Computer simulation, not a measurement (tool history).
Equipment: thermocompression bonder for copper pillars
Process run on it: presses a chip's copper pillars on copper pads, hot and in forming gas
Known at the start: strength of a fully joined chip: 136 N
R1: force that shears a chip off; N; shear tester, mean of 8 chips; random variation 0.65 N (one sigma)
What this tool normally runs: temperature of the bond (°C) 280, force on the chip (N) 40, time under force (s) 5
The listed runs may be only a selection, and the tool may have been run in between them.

Run 1, hour 0: usual settings. Result: R1 72.3 N.
Run 2, hour 8.4: usual settings. Result: R1 73.5 N.
Run 3, hour 15.7: usual settings. Result: R1 72 N.
Run 4, hour 23.3: usual settings. Result: R1 72.7 N.
Run 5, hour 31.3: usual settings. Result: R1 71.7 N.
Run 6, hour 39.2: usual settings. Result: R1 72.8 N.
Run 7, hour 43.7: usual settings but time under force (s) 7. Result: R1 80 N.
Run 8, hour 48.5: usual settings but time under force (s) 7. Result: R1 81.1 N.
Run 9, hour 55: usual settings. Result: R1 72.9 N.
Run 10, hour 62.9: usual settings but temperature of the bond (°C) 302, force on the chip (N) 55. Result: R1 109.1 N.
Run 11, hour 67.8: usual settings but temperature of the bond (°C) 302, force on the chip (N) 50. Result: R1 106.3 N.
Run 12, hour 76.9: usual settings but temperature of the bond (°C) 302, force on the chip (N) 50. Result: R1 105.3 N.
Run 13, hour 85: usual settings but temperature of the bond (°C) 302, force on the chip (N) 50. Result: R1 106.3 N.
Run 14, hour 93.9: usual settings but temperature of the bond (°C) 274, force on the chip (N) 47, time under force (s) 4. Result: R1 69.8 N.

Expected results for the next run?
Run 15, hour 102.5: usual settings but temperature of the bond (°C) 274, force on the chip (N) 47, time under force (s) 4. Result: R1 ?.

R1: 70.4 N
Take away the tool's hidden state, keep the run-to-run variation as it was, and the same run would have given R1 70.7 N.
